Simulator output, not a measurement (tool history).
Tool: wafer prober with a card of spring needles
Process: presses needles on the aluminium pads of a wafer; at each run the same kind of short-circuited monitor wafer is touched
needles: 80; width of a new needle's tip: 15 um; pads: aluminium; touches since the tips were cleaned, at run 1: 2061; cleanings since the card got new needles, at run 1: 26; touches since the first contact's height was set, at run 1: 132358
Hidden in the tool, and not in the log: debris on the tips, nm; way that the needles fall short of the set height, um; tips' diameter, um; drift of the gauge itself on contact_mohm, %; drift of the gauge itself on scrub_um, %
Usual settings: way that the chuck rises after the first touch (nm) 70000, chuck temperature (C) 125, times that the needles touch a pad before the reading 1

| run | hour | way that the chuck rises after the first touch (nm) | chuck temperature (C) | times that the needles touch a pad before the reading | touches since the tips were cleaned | cleanings since the card got new needles | touches since the first contact's height was set | resistance of one needle with its contact and lead (mohm) | way that a needle slides on the pad (nm) |
|---|---|---|---|---|---|---|---|---|---|
| 1 | 0.0 | 70000 | 125 | 1 | 2061 | 26 | 132358 | 156 | 9620 |
|  | 3.3 | tips cleaned on abrasive film |
| 2 | 4.4 | 70000 | 125 | 1 | 827 | 27 | 135544 | 148 | 9630 |
| 3 | 8.7 | 75000 | 125 | 1 | 4030 | 27 | 138747 | 166 | 10340 |
|  | 9.2 | tips cleaned on abrasive film |
|  | 14.9 | tips cleaned on abrasive film |
| 4 | 17.9 | 70000 | 34 | 1 | 2290 | 29 | 145514 | 152 | 9600 |
|  | 20.7 | tips cleaned on abrasive film |
| 5 | 24.6 | 70000 | 34 | 1 | 2901 | 30 | 150401 | 159 | 9610 |
|  | 27.1 | tips cleaned on abrasive film |
| 6 | 32.4 | 70000 | 34 | 1 | 3993 | 31 | 156175 | 169 | 9590 |
|  | 33.2 | tips cleaned on abrasive film |
| 7 | 38.1 | 70000 | 68 | 1 | 3617 | 32 | 160297 | 166 | 9600 |
|  | 39.1 | tips cleaned on abrasive film |
| 8 | 43.5 | 70000 | 68 | 1 | 3274 | 33 | 164299 | 164 | 9570 |
|  | 44.8 | tips cleaned on abrasive film |
|  | 50.8 | tips cleaned on abrasive film |
| 9 | 51.4 | 70000 | 68 | 1 | 441 | 35 | 170016 | 133 | 9590 |
|  | 56.6 | tips cleaned on abrasive film |
| 10 | 56.6 | 70000 | 68 | 1 | 0 | 36 | 173841 | 118 | 9540 |
|  | 62.3 | tips cleaned on abrasive film |
| 11 | 62.9 | 70000 | 125 | 2 | 465 | 37 | 178491 | 129 | 9540 |
|  | 68.0 | tips cleaned on abrasive film |
| 12 | 71.4 | 70000 | 125 | 2 | 2556 | 38 | 184732 | 147 | 9530 |
|  | 73.9 | tips cleaned on abrasive film |
|  | 77.2 | height of the first contact set anew |
|  | 80.2 | tips cleaned on abrasive film |
| 13 | 80.2 | 70000 | 125 | 2 | 0 | 40 | 2103 | 125 | 9790 |
| 14 | 85.7 | 70000 | 125 | 2 | 4104 | 40 | 6207 | 149 | 9850 |
|  | 86.3 | tips cleaned on abrasive film |
|  | 92.0 | tips cleaned on abrasive film |
| 15 | 93.8 | 70000 | 125 | 1 | 1350 | 42 | 12130 | 150 | 9810 |
|  | 97.8 | tips cleaned on abrasive film |
| 16 | 101.1 | 70000 | 125 | 1 | 2509 | 43 | 17528 | 162 | 9800 |
|  | 104.0 | tips cleaned on abrasive film |
| 17 | 105.6 | 70000 | 28 | 1 | 1234 | 44 | 20783 | 141 | 9820 |
|  | 109.7 | tips cleaned on abrasive film |
| 18 | 111.6 | 89000 | 44 | 1 | 1446 | 45 | 25177 | 134 | 12400 |
|  | 115.9 | tips cleaned on abrasive film |
| 19 | 116.4 | 85000 | 44 | 1 | 392 | 46 | 28679 | 120 | 11860 |
|  | 121.8 | tips cleaned on abrasive film |
| 20 | 124.7 | 66000 | 53 | 2 | 2186 | 47 | 34794 | 140 | 9210 |
|  | 127.6 | tips cleaned on abrasive film |
|  | 133.3 | tips cleaned on abrasive film |
| 21 | 133.8 | 53000 | 33 | 1 | 409 | 49 | 41464 | 136 | 7360 |
| 22 | 137.8 | 78000 | 43 | 2 | 3386 | 49 | 44441 | 138 | 10860 |
|  | 139.0 | tips cleaned on abrasive film |
| 23 | 144.0 | 78000 | 43 | 2 | 3712 | 50 | 48953 | 138 | 10880 |
|  | 144.8 | tips cleaned on abrasive film |
|  | 151.0 | tips cleaned on abrasive film |
| 24 | 151.2 | 70000 | 125 | 2 | 116 | 52 | 54185 | 126 | 9700 |
|  | 156.7 | tips cleaned on abrasive film |
| 25 | 157.6 | 72000 | 77 | 2 | 670 | 53 | 58927 | 127 | 9990 |
|  | 162.6 | tips cleaned on abrasive film |
| 26 | 164.4 | 64000 | 43 | 2 | 1382 | 54 | 63922 | 136 | 8880 |
|  | 168.8 | tips cleaned on abrasive film |
| 27 | 171.5 | 64000 | 43 | 2 | 2015 | 55 | 69147 | 140 | 8900 |
|  | 175.0 | tips cleaned on abrasive film |
| 28 | 176.1 | 88000 | 125 | 1 | 815 | 56 | 72492 | 135 | 12230 |
|  | 180.7 | tips cleaned on abrasive film |
| 29 | 184.4 | 88000 | 125 | 1 | 2738 | 57 | 78597 | 149 | 12230 |
|  | 186.4 | tips cleaned on abrasive film |
|  | 192.1 | tips cleaned on abrasive film |
| 30 | 192.1 | 50000 | 36 | 1 | 0 | 59 | 84170 | 126 | 6890 |
|  | 197.7 | tips cleaned on abrasive film |
| 31 | 199.4 | 54000 | 110 | 1 | 1211 | 60 | 89532 | 165 | 7380 |
|  | 203.4 | tips cleaned on abrasive film |
| 32 | 205.1 | 54000 | 31 | 2 | 1260 | 61 | 93749 | 142 | 7410 |

The same runs without the tool's hidden state, with the same run-to-run variation:
| run | resistance of one needle with its contact and lead (mohm) | way that a needle slides on the pad (nm) |
|---|---|---|
| 1 | 121 | 9820 |
| 2 | 124 | 9840 |
| 3 | 123 | 10540 |
| 4 | 110 | 9820 |
| 5 | 109 | 9840 |
| 6 | 112 | 9830 |
| 7 | 115 | 9840 |
| 8 | 114 | 9820 |
| 9 | 116 | 9850 |
| 10 | 114 | 9820 |
| 11 | 120 | 9820 |
| 12 | 121 | 9820 |
| 13 | 122 | 9800 |
| 14 | 121 | 9860 |
| 15 | 121 | 9830 |
| 16 | 121 | 9840 |
| 17 | 109 | 9860 |
| 18 | 110 | 12440 |
| 19 | 110 | 11910 |
| 20 | 112 | 9270 |
| 21 | 113 | 7440 |
| 22 | 112 | 10940 |
| 23 | 111 | 10970 |
| 24 | 122 | 9800 |
| 25 | 115 | 10100 |
| 26 | 112 | 9010 |
| 27 | 111 | 9020 |
| 28 | 119 | 12360 |
| 29 | 119 | 12370 |
| 30 | 113 | 7050 |
| 31 | 120 | 7550 |
| 32 | 111 | 7590 |
